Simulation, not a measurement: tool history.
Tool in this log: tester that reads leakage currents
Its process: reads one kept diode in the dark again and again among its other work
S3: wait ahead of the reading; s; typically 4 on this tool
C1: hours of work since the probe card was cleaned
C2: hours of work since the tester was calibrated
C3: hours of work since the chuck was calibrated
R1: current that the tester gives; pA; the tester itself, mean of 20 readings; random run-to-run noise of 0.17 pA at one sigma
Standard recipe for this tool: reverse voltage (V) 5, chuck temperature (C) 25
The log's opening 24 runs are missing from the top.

{"hour": 2903.1, "done": "probe card cleaned and baked"}
{"run": 25, "hour": 2999.7, "reverse voltage (V)": 1.44, "chuck temperature (C)": 26, "S3": 4, "C1": 44, "C2": 1726, "C3": 1709, "R1": 30.35}
{"run": 26, "hour": 3137.4, "reverse voltage (V)": 2.62, "chuck temperature (C)": 25, "S3": 1.18, "C1": 106, "C2": 1788, "C3": 1772, "R1": 34.94}
{"run": 27, "hour": 3247.2, "reverse voltage (V)": 2.62, "chuck temperature (C)": 25, "S3": 1.18, "C1": 155, "C2": 1838, "C3": 1821, "R1": 34.75}
{"run": 28, "hour": 3384.6, "reverse voltage (V)": 2.62, "chuck temperature (C)": 38, "S3": 5.81, "C1": 217, "C2": 1900, "C3": 1883, "R1": 113.6}
{"run": 29, "hour": 3506.1, "reverse voltage (V)": 5, "chuck temperature (C)": 32, "S3": 4, "C1": 272, "C2": 1955, "C3": 1938, "R1": 84.56}
{"hour": 3656.9, "done": "tester calibrated"}
{"run": 30, "hour": 3660.4, "reverse voltage (V)": 5, "chuck temperature (C)": 32, "S3": 0.42, "C1": 341, "C2": 2, "C3": 2007, "R1": 89.17}
{"run": 31, "hour": 3751.9, "reverse voltage (V)": 5, "chuck temperature (C)": 32, "S3": 0.42, "C1": 382, "C2": 43, "C3": 2048, "R1": 88.84}
{"hour": 3818.5, "done": "chuck's temperature calibrated"}
{"run": 32, "hour": 3857.5, "reverse voltage (V)": 4.36, "chuck temperature (C)": 27, "S3": 0.42, "C1": 429, "C2": 90, "C3": 18, "R1": 63.22}
{"run": 33, "hour": 3982.2, "reverse voltage (V)": 4.36, "chuck temperature (C)": 28, "S3": 0.32, "C1": 485, "C2": 146, "C3": 74, "R1": 70.31}
{"run": 34, "hour": 4089.5, "reverse voltage (V)": 5, "chuck temperature (C)": 38, "S3": 1.39, "C1": 534, "C2": 194, "C3": 122, "R1": 173.04}
{"run": 35, "hour": 4190.4, "reverse voltage (V)": 5, "chuck temperature (C)": 43, "S3": 1.97, "C1": 579, "C2": 240, "C3": 168, "R1": 265.91}
{"run": 36, "hour": 4297.5, "reverse voltage (V)": 5, "chuck temperature (C)": 43, "S3": 1.97, "C1": 628, "C2": 288, "C3": 216, "R1": 264.79}
{"run": 37, "hour": 4414.8, "reverse voltage (V)": 5, "chuck temperature (C)": 43, "S3": 1.97, "C1": 681, "C2": 341, "C3": 269, "R1": 263.62}
{"run": 38, "hour": 4531.9, "reverse voltage (V)": 5, "chuck temperature (C)": 43, "S3": 1.97, "C1": 734, "C2": 394, "C3": 322, "R1": 262.9}
{"run": 39, "hour": 4623.6, "reverse voltage (V)": 4.96, "chuck temperature (C)": 25, "S3": 1.77, "C1": 775, "C2": 436, "C3": 364, "R1": 52.65}

Alternative continuations, all from the tool just after run 39; predict every row:
{"run": "A", "hour": 4783.4, "reverse voltage (V)": 1.1, "chuck temperature (C)": 47, "S3": 0.65, "C1": 847, "C2": 508, "C3": 436, "R1": "?"}
{"run": "B", "hour": 4783.4, "reverse voltage (V)": 7.83, "chuck temperature (C)": 40, "S3": 1.03, "C1": 847, "C2": 508, "C3": 436, "R1": "?"}
{"run": "C", "hour": 4783.4, "reverse voltage (V)": 18.47, "chuck temperature (C)": 24, "S3": 2.55, "C1": 847, "C2": 508, "C3": 436, "R1": "?"}
{"run": "D", "hour": 4783.4, "reverse voltage (V)": 2.07, "chuck temperature (C)": 29, "S3": 7.12, "C1": 847, "C2": 508, "C3": 436, "R1": "?"}

run=A R1=207.72
run=B R1=239.89
run=C R1=81.1
run=D R1=53.45
With the hidden condition removed and each run's random variation left untouched, the same runs would have given:
run=A R1=215.06
run=B R1=247.09
run=C R1=80.03
run=D R1=55.1

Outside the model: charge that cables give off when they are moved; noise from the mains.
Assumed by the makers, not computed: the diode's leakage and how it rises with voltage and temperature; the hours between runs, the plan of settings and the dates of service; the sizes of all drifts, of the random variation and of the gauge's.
